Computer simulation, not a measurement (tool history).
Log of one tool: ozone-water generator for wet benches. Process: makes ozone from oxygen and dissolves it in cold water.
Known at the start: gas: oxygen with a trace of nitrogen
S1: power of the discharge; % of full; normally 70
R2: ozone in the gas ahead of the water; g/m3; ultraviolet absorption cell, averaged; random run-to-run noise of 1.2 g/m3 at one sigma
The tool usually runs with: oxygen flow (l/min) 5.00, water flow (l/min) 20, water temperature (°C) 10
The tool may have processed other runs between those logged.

Run 1, hour 0.0: usual settings. Result: dissolved ozone (ppm) 23.0, R2 204.3 g/m3.
Run 2, hour 83.3: usual settings. Result: dissolved ozone (ppm) 23.4, R2 203.6 g/m3.
Run 3, hour 123.5: usual settings but water flow (l/min) 13. Result: dissolved ozone (ppm) 34.0, R2 202.5 g/m3.
Run 4, hour 185.4: usual settings but water temperature (°C) 13. Result: dissolved ozone (ppm) 22.1, R2 202.0 g/m3.
Run 5, hour 250.6: usual settings but water temperature (°C) 13. Result: dissolved ozone (ppm) 22.1, R2 203.0 g/m3.
Run 6, hour 329.7: usual settings but water temperature (°C) 13. Result: dissolved ozone (ppm) 22.1, R2 201.2 g/m3.
Run 7, hour 392.4: usual settings but water temperature (°C) 13. Result: dissolved ozone (ppm) 22.1, R2 203.0 g/m3.
Run 8, hour 433.5: usual settings but oxygen flow (l/min) 7.10. Result: dissolved ozone (ppm) 24.4, R2 176.6 g/m3.
Run 9, hour 473.8: usual settings but oxygen flow (l/min) 7.10. Result: dissolved ozone (ppm) 24.3, R2 175.1 g/m3.
Run 10, hour 515.7: usual settings but oxygen flow (l/min) 7.10. Result: dissolved ozone (ppm) 24.3, R2 176.2 g/m3.
Run 11, hour 568.6: usual settings but oxygen flow (l/min) 7.10, water temperature (°C) 13. Result: dissolved ozone (ppm) 23.4, R2 175.7 g/m3.
Run 12, hour 626.0: usual settings but oxygen flow (l/min) 7.57. Result: dissolved ozone (ppm) 24.7, R2 173.4 g/m3.
Run 13, hour 698.7: usual settings but S1 60 % of full. Result: dissolved ozone (ppm) 21.1, R2 184.8 g/m3.
Run 14, hour 773.4: usual settings but S1 78 % of full, oxygen flow (l/min) 5.02. Result: dissolved ozone (ppm) 24.0, R2 214.6 g/m3.
Run 15, hour 839.1: usual settings but S1 78 % of full, oxygen flow (l/min) 5.02. Result: dissolved ozone (ppm) 24.2, R2 213.4 g/m3.
Run 16, hour 912.6: usual settings but S1 78 % of full, oxygen flow (l/min) 5.02. Result: dissolved ozone (ppm) 24.3, R2 216.5 g/m3.
Run 17, hour 974.0: usual settings but S1 77 % of full, oxygen flow (l/min) 3.15, water flow (l/min) 18, water temperature (°C) 11. Result: dissolved ozone (ppm) 23.3, R2 255.3 g/m3.
Run 18, hour 1037.7: usual settings but S1 68 % of full, oxygen flow (l/min) 8.00, water flow (l/min) 16. Result: dissolved ozone (ppm) 29.2, R2 163.3 g/m3.
Run 19, hour 1110.8: usual settings but S1 68 % of full, oxygen flow (l/min) 8.00, water flow (l/min) 16. Result: dissolved ozone (ppm) 29.1, R2 163.8 g/m3.
Run 20, hour 1165.4: usual settings but S1 64 % of full, oxygen flow (l/min) 3.39, water flow (l/min) 16, water temperature (°C) 16. Result: dissolved ozone (ppm) 22.5, R2 220.5 g/m3.
Run 21, hour 1245.9: usual settings but S1 64 % of full, oxygen flow (l/min) 4.88, water flow (l/min) 24, water temperature (°C) 16. Result: dissolved ozone (ppm) 16.6, R2 191.8 g/m3.
Run 22, hour 1308.8: usual settings but oxygen flow (l/min) 3.93, water flow (l/min) 21, water temperature (°C) 12. Result: dissolved ozone (ppm) 19.6, R2 219.0 g/m3.
Run 23, hour 1371.6: usual settings but S1 61 % of full, oxygen flow (l/min) 3.92, water flow (l/min) 19. Result: dissolved ozone (ppm) 20.3, R2 202.6 g/m3.
Run 24, hour 1439.3: usual settings but S1 99 % of full, oxygen flow (l/min) 3.92, water flow (l/min) 19, water temperature (°C) 6. Result: dissolved ozone (ppm) 28.3, R2 268.3 g/m3.
Run 25, hour 1482.8: usual settings but S1 92 % of full, oxygen flow (l/min) 6.01, water flow (l/min) 14, water temperature (°C) 6. Result: dissolved ozone (ppm) 39.7, R2 217.0 g/m3.
Run 26, hour 1564.5: usual settings but oxygen flow (l/min) 7.37, water flow (l/min) 21. Result: dissolved ozone (ppm) 22.8, R2 170.9 g/m3.

Measured result minus the same run's result without the hidden state. Both carry the same run-to-run variation, though not necessarily the same gauge scatter:
Hidden conditions of the tool in this case: yield of the discharge, % of new electrodes'; contactor's efficiency, % of a clean one's; true water temperature over the reading, C; drift of the gauge itself on ozone_ppm, %; drift of the gauge itself on gas_g_m3, %.
run  dissolved ozone (ppm)     R2
  1                   -1.6   -7.7
  2                   -1.7   -7.9
  3                   -2.2   -8.1
  4                   -1.7   -8.2
  5                   -1.7   -8.5
  6                   -1.8   -8.8
  7                   -1.8   -9.1
  8                   -2.0   -8.0
  9                   -2.0   -8.1
 10                   -2.0   -8.2
 11                   -2.0   -8.3
 12                   -2.2   -8.3
 13                   -1.7   -8.4
 14                   -2.3  -11.8
 15                   -2.2  -11.9
 16                   -2.3  -12.3
 17                   -2.2  -14.8
 18                   -2.6   -9.0
 19                   -2.7   -9.2
 20                   -2.0  -12.1
 21                   -1.7  -10.9
 22                   -2.0  -13.3
 23                   -1.9  -11.5
 24                   -3.3  -20.7
 25                   -4.3  -16.4
 26                   -2.5  -11.3
